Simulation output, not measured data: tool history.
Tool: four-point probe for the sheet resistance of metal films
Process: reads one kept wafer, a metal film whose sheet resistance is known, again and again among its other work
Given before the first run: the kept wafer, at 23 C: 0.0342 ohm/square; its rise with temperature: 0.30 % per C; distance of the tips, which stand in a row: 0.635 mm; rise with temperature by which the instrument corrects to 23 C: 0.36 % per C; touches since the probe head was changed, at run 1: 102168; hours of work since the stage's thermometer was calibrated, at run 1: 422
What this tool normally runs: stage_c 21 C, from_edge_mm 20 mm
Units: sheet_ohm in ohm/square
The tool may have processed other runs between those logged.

run,hour,stage_c,from_edge_mm,touches since the probe head was changed,hours of work since the stage's thermometer was calibrated,sheet_ohm
1,0.0,21,20,102168,422,0.034061
2,52.0,21,20,103824,447,0.034047
3,99.3,21,3,105330,469,0.034829
4,158.2,29,20,107204,497,0.033888
5,262.2,21,20,110515,547,0.034044
6,323.9,21,20,112480,576,0.034035
7,398.2,21,20,114845,611,0.034037
8,468.4,21,20,117082,645,0.034039
9,562.8,21,20,120088,689,0.034025
10,673.4,21,14,123608,742,0.034042
11,782.9,21,14,127096,794,0.034041
12,873.5,21,14,129980,837,0.034040
13,968.8,23,20,133014,882,0.033971
14,1049.9,23,20,135596,921,0.033969
15,1131.0,21,37,138177,959,0.033982
16,1180.5,21,37,139755,983,0.033983
17,1225.1,21,27,141174,1004,0.033993
# hour 1232.9: stage's thermometer calibrated
18,1295.7,21,12,143405,30,0.034032
19,1391.7,21,12,146461,75,0.034046
20,1438.1,21,12,147941,97,0.034026
21,1502.3,19,26,149982,128,0.034024
22,1577.1,19,26,152366,163,0.034010
23,1678.9,22,4,155606,212,0.034402
24,1752.5,22,4,157949,247,0.034410
# hour 1794.0: stage's thermometer calibrated, once more
25,1812.8,34,35,159854,9,0.033700
26,1922.8,34,35,163357,61,0.033688
27,1989.0,34,35,165464,93,0.033684
28,2095.8,23,33,168864,143,0.033875
29,2180.4,22,42,171559,183,0.033892
30,2239.9,22,42,173451,212,0.033890
31,2311.3,23,13,175725,246,0.033896
32,2400.9,23,13,178579,288,0.033898
33,2449.5,23,13,180125,311,0.033886
# hour 2481.4: new probe head fitted
34,2501.5,23,13,640,335,0.034338
35,2583.2,23,13,3241,374,0.034336
36,2686.8,23,15,6541,423,0.034310
37,2756.7,26,5,8767,456,0.034524
38,2820.5,26,5,10797,487,0.034521

Each row is a separate what-if for the run after 38, all from the same tool condition, not one after another. Results?
A,2927.0,35,20,14189,537,?
B,2927.0,20,16,14189,537,?
C,2927.0,21,49,14189,537,?

run,sheet_ohm
A,0.034076
B,0.034366
C,0.034328
Without the tool's hidden state the same runs would have given:
run,sheet_ohm
A,0.034001
B,0.034290
C,0.034252
